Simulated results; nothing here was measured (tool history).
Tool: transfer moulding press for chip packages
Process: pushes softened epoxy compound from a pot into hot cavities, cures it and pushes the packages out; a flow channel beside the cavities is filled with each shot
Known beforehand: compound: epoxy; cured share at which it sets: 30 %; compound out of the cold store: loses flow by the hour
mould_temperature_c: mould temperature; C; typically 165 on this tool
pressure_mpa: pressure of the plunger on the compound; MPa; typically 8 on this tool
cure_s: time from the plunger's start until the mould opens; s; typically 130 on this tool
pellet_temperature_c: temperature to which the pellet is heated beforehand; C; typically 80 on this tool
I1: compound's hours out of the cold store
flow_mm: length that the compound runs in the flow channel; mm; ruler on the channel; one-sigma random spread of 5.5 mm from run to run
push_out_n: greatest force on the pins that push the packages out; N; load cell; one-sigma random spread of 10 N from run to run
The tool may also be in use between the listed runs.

Run 1, hour 0: usual settings; I1 13.9. Result: flow_mm 821 mm, push_out_n 695 N.
Run 2, hour 23.2: usual settings; I1 41.6. Result: flow_mm 715 mm, push_out_n 724 N.
Run 3, hour 40.9: usual settings; I1 37.9. Result: flow_mm 727 mm, push_out_n 732 N.
Run 4, hour 51.9: usual settings; I1 15.4. Result: flow_mm 806 mm, push_out_n 797 N.
Run 5, hour 67: usual settings but pressure_mpa 6.34 MPa; I1 22. Result: flow_mm 692 mm, push_out_n 786 N.
Run 6, hour 83.8: usual settings but pressure_mpa 6.34 MPa; I1 15.6. Result: flow_mm 709 mm, push_out_n 808 N.
Run 7, hour 103.8: usual settings; I1 47.4. Result: flow_mm 692 mm, push_out_n 525 N.
Run 8, hour 117.2: usual settings; I1 16.7. Result: flow_mm 794 mm, push_out_n 585 N.
Run 9, hour 139.1: usual settings; I1 35.1. Result: flow_mm 724 mm, push_out_n 625 N.
Run 10, hour 151.9: usual settings but cure_s 127 s; I1 40.7. Result: flow_mm 713 mm, push_out_n 674 N.
Run 11, hour 172.8: usual settings but cure_s 127 s; I1 38.2. Result: flow_mm 715 mm, push_out_n 717 N.
Run 12, hour 186.2: usual settings but cure_s 127 s; I1 11.4. Result: flow_mm 804 mm, push_out_n 774 N.
Run 13, hour 206.6: usual settings but cure_s 127 s; I1 11.9. Result: flow_mm 810 mm, push_out_n 797 N.
Run 14, hour 232.2: usual settings but cure_s 127 s; I1 43.8. Result: flow_mm 688 mm, push_out_n 784 N.
Run 15, hour 249: usual settings but cure_s 127 s; I1 23.6. Result: flow_mm 761 mm, push_out_n 551 N.
Run 16, hour 269.2: usual settings but cure_s 127 s; I1 24.7. Result: flow_mm 754 mm, push_out_n 598 N.
Run 17, hour 291.6: usual settings but mould_temperature_c 166 C, pressure_mpa 8.03 MPa, cure_s 131 s, pellet_temperature_c 75 C; I1 27.4. Result: flow_mm 743 mm, push_out_n 600 N.
Run 18, hour 312.2: usual settings but cure_s 129 s; I1 19.2. Result: flow_mm 765 mm, push_out_n 699 N.
Run 19, hour 325.2: usual settings but mould_temperature_c 161 C, pellet_temperature_c 76 C; I1 47.7. Result: flow_mm 685 mm, push_out_n 789 N.
Run 20, hour 341.1: usual settings but mould_temperature_c 160 C, pressure_mpa 7.36 MPa, cure_s 128 s, pellet_temperature_c 84 C; I1 32. Result: flow_mm 704 mm, push_out_n 957 N.
Run 21, hour 360.1: usual settings but mould_temperature_c 160 C, pressure_mpa 7.36 MPa, cure_s 128 s, pellet_temperature_c 84 C; I1 9.6. Result: flow_mm 786 mm, push_out_n 1081 N.
Run 22, hour 383.5: usual settings but mould_temperature_c 160 C, pressure_mpa 9.45 MPa, cure_s 135 s, pellet_temperature_c 84 C; I1 16.9. Result: flow_mm 859 mm, push_out_n 967 N.
Run 23, hour 400.9: usual settings but mould_temperature_c 164 C, pressure_mpa 8.82 MPa, pellet_temperature_c 75 C; I1 30.8. Result: flow_mm 766 mm, push_out_n 571 N.
Run 24, hour 426.8: usual settings but mould_temperature_c 172 C, pressure_mpa 6.65 MPa, pellet_temperature_c 72 C; I1 26.4. Result: flow_mm 666 mm, push_out_n 555 N.
Run 25, hour 437.9: usual settings but mould_temperature_c 162 C, pressure_mpa 6.06 MPa, cure_s 155 s, pellet_temperature_c 88 C; I1 15.4. Result: flow_mm 673 mm, push_out_n 608 N.
Run 26, hour 457.3: usual settings but pressure_mpa 8.86 MPa, pellet_temperature_c 81 C; I1 28.2. Result: flow_mm 769 mm, push_out_n 671 N.
Run 27, hour 477.6: usual settings but pressure_mpa 8.86 MPa, pellet_temperature_c 81 C; I1 33.5. Result: flow_mm 748 mm, push_out_n 711 N.
Run 28, hour 495.3: usual settings but pressure_mpa 8.86 MPa, pellet_temperature_c 81 C; I1 15.2. Result: flow_mm 803 mm, push_out_n 793 N.
Run 29, hour 513.7: usual settings but pressure_mpa 6.44 MPa, cure_s 159 s, pellet_temperature_c 90 C; I1 26.8. Result: flow_mm 653 mm, push_out_n 663 N.

Not shown: 4 entries that the log had between the listed runs. Between which runs, and how does the tool's hidden state differ before and after?
Run 6 -> run 7: cavities cleaned with cleaning compound and waxed (hour 87.4)
  true mould temperature over the reading, C: 0.53 -> 0.54; pressure that reaches the compound, % of what is set: 97.73 -> 97.36; grip of the stained cavities, % over clean ones': 65.7 -> 11.5
  measured result minus the result with no hidden state, flow_mm: -10 -> -10 mm; push_out_n: +311 -> +46 N
Run 14 -> run 15: mould's thermocouples calibrated (hour 238.2); cavities cleaned with cleaning compound and waxed (hour 239.7)
  true mould temperature over the reading, C: 0.6 -> 0.18; pressure that reaches the compound, % of what is set: 94.83 -> 94.58; grip of the stained cavities, % over clean ones': 62.7 -> 7.7
  measured result minus the result with no hidden state, flow_mm: -20 -> -22 mm; push_out_n: +293 -> +35 N
Run 22 -> run 23: cavities cleaned with cleaning compound and waxed (hour 391.3)
  true mould temperature over the reading, C: 0.24 -> 0.25; pressure that reaches the compound, % of what is set: 91.91 -> 91.63; grip of the stained cavities, % over clean ones': 62.8 -> 12
  measured result minus the result with no hidden state, flow_mm: -38 -> -34 mm; push_out_n: +364 -> +56 N
